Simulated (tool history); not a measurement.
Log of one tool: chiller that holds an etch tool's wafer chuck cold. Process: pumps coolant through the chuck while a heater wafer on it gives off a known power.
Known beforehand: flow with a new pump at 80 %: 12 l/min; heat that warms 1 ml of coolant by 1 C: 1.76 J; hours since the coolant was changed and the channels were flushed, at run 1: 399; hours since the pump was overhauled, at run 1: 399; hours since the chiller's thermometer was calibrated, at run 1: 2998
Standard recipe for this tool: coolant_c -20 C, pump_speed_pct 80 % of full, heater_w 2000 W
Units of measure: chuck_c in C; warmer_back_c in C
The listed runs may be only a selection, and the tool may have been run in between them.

run,day,coolant_c,pump_speed_pct,heater_w,hours since the coolant was changed and the channels were flushed,hours since the pump was overhauled,hours since the chiller's thermometer was calibrated,chuck_c,warmer_back_c
1,0.000,-20,80,2000,399,399,2998,-6.9,5.82
2,2.379,-20,80,2000,456,456,3055,-6.9,5.77
3,4.008,-20,80,2000,496,496,3094,-6.7,5.82
4,5.738,-20,80,2000,537,537,3135,-6.9,5.76
5,6.954,-20,80,2000,566,566,3164,-6.6,5.75
6,8.921,-20,80,2000,613,613,3212,-6.4,5.86
7,11.242,-20,80,2000,669,669,3267,-6.7,5.85
8,13.700,-20,80,2000,728,728,3326,-6.6,5.87
9,15.417,-20,80,2000,769,769,3368,-6.6,5.86
10,17.358,-20,80,2000,816,816,3414,-6.4,5.83
11,18.542,-20,80,1072,844,844,3443,-12.6,3.15
12,20.962,-20,80,2000,902,902,3501,-6.4,5.93
13,22.242,-20,80,1439,933,933,3531,-10.1,4.22
# day 22.500: chiller's thermometer calibrated
14,23.917,-20,80,1439,972,972,34,-10.2,4.21
15,25.467,-20,80,1439,1010,1010,71,-10.3,4.29
16,27.317,-26,80,2000,1054,1054,116,-12.4,5.99
17,29.342,-20,68,2000,1103,1103,164,-4.2,7.13
18,31.225,-16,86,1040,1148,1148,209,-9.2,2.83
19,32.842,-20,80,2787,1187,1187,248,-0.6,8.33
20,35.125,-15,94,1028,1241,1241,303,-8.8,2.56
21,36.646,-16,80,2000,1278,1278,339,-2.1,6.00
22,38.446,-27,80,2000,1321,1321,383,-13.0,6.02
23,40.883,-17,70,2000,1380,1380,441,-1.3,7.01
24,42.600,-14,80,1680,1421,1421,482,-2.3,5.10
25,44.612,-17,65,1218,1469,1469,531,-6.8,4.66
26,46.212,-17,65,1218,1507,1507,569,-6.7,4.68
27,48.475,-19,81,1256,1562,1562,623,-10.3,3.80
28,50.592,-20,63,2685,1613,1613,674,3.5,10.68
29,52.383,-20,63,2685,1656,1656,717,3.6,10.66
30,53.746,-16,63,2097,1688,1688,750,2.6,8.31
31,54.767,-16,63,1713,1713,1713,774,-0.9,6.81

Same runs, no hidden state in the tool, same run-to-run variation:
What the log doesn't record here: heat passed by the chuck's channels, % of clean ones'; flow at a given pump speed, % of a new pump's; coolant's true temperature over the reading, C; drift of the gauge itself on chuck_c, C; drift of the gauge itself on warmer_back_c, C.
run,chuck_c,warmer_back_c
1,-7.6,5.73
2,-7.6,5.66
3,-7.5,5.71
4,-7.7,5.64
5,-7.5,5.62
6,-7.4,5.72
7,-7.7,5.69
8,-7.6,5.70
9,-7.7,5.68
10,-7.6,5.63
11,-13.3,3.04
12,-7.6,5.70
13,-11.1,4.05
14,-11.0,4.04
15,-11.1,4.11
16,-13.7,5.73
17,-5.7,6.80
18,-9.9,2.69
19,-2.6,7.92
20,-9.4,2.43
21,-3.6,5.68
22,-14.5,5.68
23,-3.1,6.60
24,-3.8,4.79
25,-8.1,4.37
26,-8.0,4.38
27,-11.5,3.55
28,0.4,9.95
29,0.4,9.91
30,0.0,7.70
31,-3.0,6.31
